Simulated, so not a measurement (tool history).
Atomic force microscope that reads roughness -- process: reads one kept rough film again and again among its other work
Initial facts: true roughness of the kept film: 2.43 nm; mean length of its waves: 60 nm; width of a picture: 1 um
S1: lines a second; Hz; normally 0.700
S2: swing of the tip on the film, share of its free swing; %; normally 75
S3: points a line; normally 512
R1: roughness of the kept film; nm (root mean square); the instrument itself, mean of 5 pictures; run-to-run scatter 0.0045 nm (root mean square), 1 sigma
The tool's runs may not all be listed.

Run 1, hour 0.0: usual settings. Result: R1 2.357 nm (root mean square).
Run 2, hour 18.1: usual settings. Result: R1 2.354 nm (root mean square).
Run 3, hour 35.3: usual settings but S3 360. Result: R1 2.355 nm (root mean square).
Run 4, hour 51.5: usual settings but S1 2.288 Hz. Result: R1 2.290 nm (root mean square).
Run 5, hour 68.3: usual settings. Result: R1 2.357 nm (root mean square).
Run 6, hour 89.6: usual settings. Result: R1 2.361 nm (root mean square).
Run 7, hour 112.0: usual settings but S1 0.800 Hz. Result: R1 2.355 nm (root mean square).
Run 8, hour 122.6: usual settings but S1 0.800 Hz. Result: R1 2.357 nm (root mean square).
Run 9, hour 145.6: usual settings but S1 0.800 Hz. Result: R1 2.354 nm (root mean square).
Run 10, hour 159.4: usual settings but S1 0.800 Hz. Result: R1 2.349 nm (root mean square).
Run 11, hour 173.5: usual settings but S1 0.800 Hz. Result: R1 2.353 nm (root mean square).
Run 12, hour 191.6: usual settings. Result: R1 2.358 nm (root mean square).
Run 13, hour 209.2: usual settings. Result: R1 2.354 nm (root mean square).
Run 14, hour 224.5: usual settings but S1 2.062 Hz. Result: R1 2.298 nm (root mean square).
Run 15, hour 240.5: usual settings but S1 2.062 Hz, S3 426. Result: R1 2.294 nm (root mean square).
Run 16, hour 253.4: usual settings but S1 2.062 Hz, S3 426. Result: R1 2.288 nm (root mean square).
Run 17, hour 275.1: usual settings but S1 2.062 Hz, S3 426. Result: R1 2.280 nm (root mean square).
Run 18, hour 286.1: usual settings but S1 2.062 Hz, S3 426. Result: R1 2.294 nm (root mean square).
Run 19, hour 304.3: usual settings but S1 2.062 Hz, S3 426. Result: R1 2.295 nm (root mean square).
Run 20, hour 318.7: usual settings but S1 2.062 Hz, S3 426. Result: R1 2.289 nm (root mean square).
Run 21, hour 339.9: usual settings but S1 3.435 Hz. Result: R1 2.234 nm (root mean square).
Run 22, hour 355.1: usual settings. Result: R1 2.368 nm (root mean square).
Run 23, hour 370.4: usual settings. Result: R1 2.359 nm (root mean square).
Run 24, hour 387.6: usual settings. Result: R1 2.365 nm (root mean square).
Run 25, hour 398.1: usual settings. Result: R1 2.360 nm (root mean square).
Run 26, hour 417.1: usual settings but S1 3.426 Hz, S2 58 %, S3 289. Result: R1 2.334 nm (root mean square).
Run 27, hour 440.1: usual settings but S1 1.286 Hz, S2 58 %, S3 802. Result: R1 2.373 nm (root mean square).
Run 28, hour 457.2: usual settings but S1 3.626 Hz, S2 61 %, S3 586. Result: R1 2.324 nm (root mean square).
Run 29, hour 477.8: usual settings but S1 3.626 Hz, S2 61 %, S3 586. Result: R1 2.322 nm (root mean square).
Run 30, hour 492.6: usual settings but S1 1.423 Hz, S2 85 %. Result: R1 2.284 nm (root mean square).
Run 31, hour 504.2: usual settings but S1 1.564 Hz, S2 73 %, S3 577. Result: R1 2.328 nm (root mean square).
Run 32, hour 523.2: usual settings but S1 1.564 Hz, S2 73 %, S3 577. Result: R1 2.318 nm (root mean square).
Run 33, hour 537.4: usual settings but S1 0.838 Hz, S2 83 %, S3 916. Result: R1 2.330 nm (root mean square).
Run 34, hour 558.3: usual settings but S1 1.405 Hz, S2 87 %, S3 916. Result: R1 2.275 nm (root mean square).
Run 35, hour 569.1: usual settings but S1 0.597 Hz, S2 64 %, S3 598. Result: R1 2.385 nm (root mean square).
Run 36, hour 581.6: usual settings but S1 0.597 Hz, S2 64 %, S3 598. Result: R1 2.374 nm (root mean square).
Run 37, hour 599.7: usual settings but S1 3.815 Hz, S2 87 %, S3 504. Result: R1 2.089 nm (root mean square).
Run 38, hour 622.1: usual settings but S1 3.545 Hz, S2 63 %, S3 379. Result: R1 2.302 nm (root mean square).
Run 39, hour 640.2: usual settings but S1 1.434 Hz, S2 67 %, S3 790. Result: R1 2.358 nm (root mean square).
Run 40, hour 654.2: usual settings but S1 0.717 Hz, S3 680. Result: R1 2.352 nm (root mean square).
Run 41, hour 670.1: usual settings but S1 0.869 Hz, S2 87 %, S3 758. Result: R1 2.317 nm (root mean square).
Run 42, hour 692.1: usual settings but S1 2.343 Hz, S2 77 %, S3 332. Result: R1 2.264 nm (root mean square).
Run 43, hour 703.1: usual settings but S1 2.343 Hz, S2 77 %, S3 332. Result: R1 2.272 nm (root mean square).
Run 44, hour 714.6: usual settings but S1 3.850 Hz, S2 58 %, S3 431. Result: R1 2.325 nm (root mean square).
Run 45, hour 729.4: usual settings but S1 3.850 Hz, S2 58 %, S3 431. Result: R1 2.326 nm (root mean square).
Run 46, hour 750.0: usual settings but S1 3.850 Hz, S2 58 %, S3 431. Result: R1 2.325 nm (root mean square).
Run 47, hour 759.6: usual settings but S2 77 %, S3 477. Result: R1 2.354 nm (root mean square).

Taken out of this log: 4 entries between the listed runs. Where each belongs, and how the hidden state differs across it:
Between runs 8 and 9: new tip fitted (hour 125.3)
  radius of the tip, nm: 5.3 -> 5
Between runs 20 and 21: new tip fitted (hour 332.8)
  radius of the tip, nm: 5.3 -> 5
Between runs 33 and 34: new tip fitted (hour 539.3)
  radius of the tip, nm: 5.3 -> 5
Between runs 45 and 46: new tip fitted (hour 746.6)
  radius of the tip, nm: 5.3 -> 5; height scale over the true one, %: -0.02 -> -0.03
